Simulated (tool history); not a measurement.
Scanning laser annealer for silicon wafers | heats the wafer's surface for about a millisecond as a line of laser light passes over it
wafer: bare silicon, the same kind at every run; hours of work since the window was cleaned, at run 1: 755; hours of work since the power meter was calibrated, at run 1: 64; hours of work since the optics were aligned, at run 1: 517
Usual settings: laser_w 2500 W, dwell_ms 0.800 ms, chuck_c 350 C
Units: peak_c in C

run   hour  laser_w  dwell_ms  chuck_c  hours of work since the window was cleaned  hours of work since the power meter was calibrated  hours of work since the optics were aligned  peak_c
  1    0.0     2500     0.800      350                                         755                                                  64                                          517    1034
  2   15.1     2500     0.800      350                                         766                                                  74                                          527    1033
  3   26.9     2500     0.800      350                                         774                                                  82                                          535    1031
  4   46.3     2500     0.800      350                                         787                                                  95                                          548    1031
  5   61.9     2500     0.800      362                                         798                                                 106                                          559    1043
      70.2  -- window over the wafer cleaned
  6   78.8     2135     0.800      350                                           6                                                 116                                          569     957
  7   90.5     2135     0.800      350                                          14                                                 124                                          577     956
  8  111.9     2135     0.800      375                                          28                                                 139                                          592     982
  9  121.4     2500     0.800      350                                          35                                                 145                                          598    1071
 10  141.6     2500     0.800      350                                          49                                                 159                                          612    1072
 11  157.5     2500     0.800      314                                          60                                                 170                                          623    1033
 12  175.1     2500     0.800      350                                          72                                                 182                                          635    1069
 13  184.6     2500     0.800      350                                          78                                                 188                                          642    1070
 14  202.9     2500     0.800      350                                          91                                                 201                                          654    1068
 15  213.3     2500     0.800      350                                          98                                                 208                                          661    1066
 16  229.1     2500     0.800      350                                         109                                                 219                                          672    1065
 17  245.7     2500     0.800      350                                         120                                                 230                                          683    1067
 18  256.1     2500     0.800      350                                         127                                                 237                                          690    1064
 19  274.3     2500     0.800      350                                         139                                                 250                                          703    1063
 20  291.1     2500     0.800      350                                         151                                                 261                                          714    1065
 21  305.0     2128     0.800      350                                         160                                                 271                                          724     944
 22  326.3     2239     0.604      351                                         175                                                 285                                          738     889
 23  340.5     2163     0.826      340                                         185                                                 295                                          748     958
 24  356.7     2500     0.612      373                                         196                                                 306                                          759     983
     362.6  -- optics aligned, line set to its width
 25  373.8     2500     0.610      350                                         204                                                 314                                            8     956
 26  384.9     2591     0.600      350                                         211                                                 322                                           15     972
 27  403.9     2410     0.777      324                                         224                                                 335                                           28     990
 28  418.0     2750     0.964      368                                         234                                                 344                                           38    1239
     432.6  -- optics aligned, line set to its width, once more
 29  439.2     2750     0.964      368                                         245                                                 355                                            5    1259
 30  458.3     2750     0.964      368                                         258                                                 369                                           18    1258
 31  478.5     2750     0.964      368                                         272                                                 382                                           31    1255
 32  494.8     2631     0.800      350                                         283                                                 393                                           42    1108
 33  515.5     2631     0.800      350                                         297                                                 408                                           57    1108
 34  525.8     2737     0.688      350                                         304                                                 415                                           64    1072
 35  535.5     2500     0.774      347                                         311                                                 421                                           70    1051
 36  552.2     2500     0.774      347                                         322                                                 433                                           82    1052
 37  561.0     2500     0.613      328                                         328                                                 439                                           88     943
 38  574.0     2135     0.652      374                                         337                                                 448                                           97     909
 39  592.6     2135     0.652      374                                         350                                                 460                                          109     909
 40  613.3     2445     0.613      332                                         364                                                 474                                          123     929
 41  622.7     2320     0.809      381                                         370                                                 481                                          130    1039

Hidden state or all else? Some run-to-run changes of peak_c, split into what the settings, what came in and random variation would give without the hidden state, and what is left for the hidden state (with any gauge scatter that isn't in both results):
The hidden state here: light that passes the window, % of a clean one's; laser's true power over the reading, %; width of the line over the set one, %; drift of the gauge itself on peak_c, C.
Run 5 -> 6: laser_w 2500 -> 2135, chuck_c 362 -> 350, window over the wafer cleaned. peak_c -86 C: hidden state +43, all else -129.
Run 20 -> 21: laser_w 2500 -> 2128. peak_c -121 C: hidden state +2, all else -123.
Run 27 -> 28: laser_w 2410 -> 2750, dwell_ms 0.777 -> 0.964, chuck_c 324 -> 368. peak_c +249 C: hidden state -7, all else +256.
Run 28 -> 29: optics aligned, line set to its width, once more. peak_c +20 C: hidden state +16, all else +4.
Run 31 -> 32: laser_w 2750 -> 2631, dwell_ms 0.964 -> 0.800, chuck_c 368 -> 350. peak_c -147 C: hidden state +2, all else -149.
